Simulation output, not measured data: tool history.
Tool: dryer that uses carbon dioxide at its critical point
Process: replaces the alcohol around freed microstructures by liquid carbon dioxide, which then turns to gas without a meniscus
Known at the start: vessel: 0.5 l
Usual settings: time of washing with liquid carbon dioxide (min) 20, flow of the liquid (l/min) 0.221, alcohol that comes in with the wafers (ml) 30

| run | hour | time of washing with liquid carbon dioxide (min) | flow of the liquid (l/min) | alcohol that comes in with the wafers (ml) | alcohol left in the vessel before it's heated (ppm by volume) |
|---|---|---|---|---|---|
| 1 | 0.0 | 20 | 0.221 | 30 | 89 |
| 2 | 8.1 | 20 | 0.221 | 30 | 76 |
| 3 | 24.2 | 20 | 0.221 | 30 | 92 |
| 4 | 33.4 | 20 | 0.221 | 30 | 83 |
| 5 | 51.3 | 20 | 0.221 | 58 | 143 |
| 6 | 64.2 | 20 | 0.221 | 58 | 151 |
| 7 | 80.3 | 20 | 0.221 | 111 | 282 |
| 8 | 98.1 | 20 | 0.221 | 111 | 301 |
| 9 | 111.4 | 20 | 0.221 | 111 | 321 |
| 10 | 129.1 | 20 | 0.214 | 30 | 128 |
| 11 | 143.2 | 15 | 0.302 | 51 | 150 |
| 12 | 160.2 | 20 | 0.330 | 30 | 39 |
| 13 | 171.0 | 20 | 0.330 | 30 | 44 |
| 14 | 183.6 | 15 | 0.205 | 53 | 1235 |
| 15 | 192.4 | 28 | 0.148 | 38 | 185 |
|  | 207.3 | inlet filter changed |
| 16 | 210.7 | 20 | 0.221 | 66 | 113 |
| 17 | 224.6 | 18 | 0.222 | 66 | 200 |

The next listed run, before its measurement:
| 18 | 236.9 | 18 | 0.222 | 66 | ? |

Run 18 gave alcohol left in the vessel before it's heated (ppm by volume) 196.
Without the tool's hidden state the same run would have given alcohol left in the vessel before it's heated (ppm by volume) 146.

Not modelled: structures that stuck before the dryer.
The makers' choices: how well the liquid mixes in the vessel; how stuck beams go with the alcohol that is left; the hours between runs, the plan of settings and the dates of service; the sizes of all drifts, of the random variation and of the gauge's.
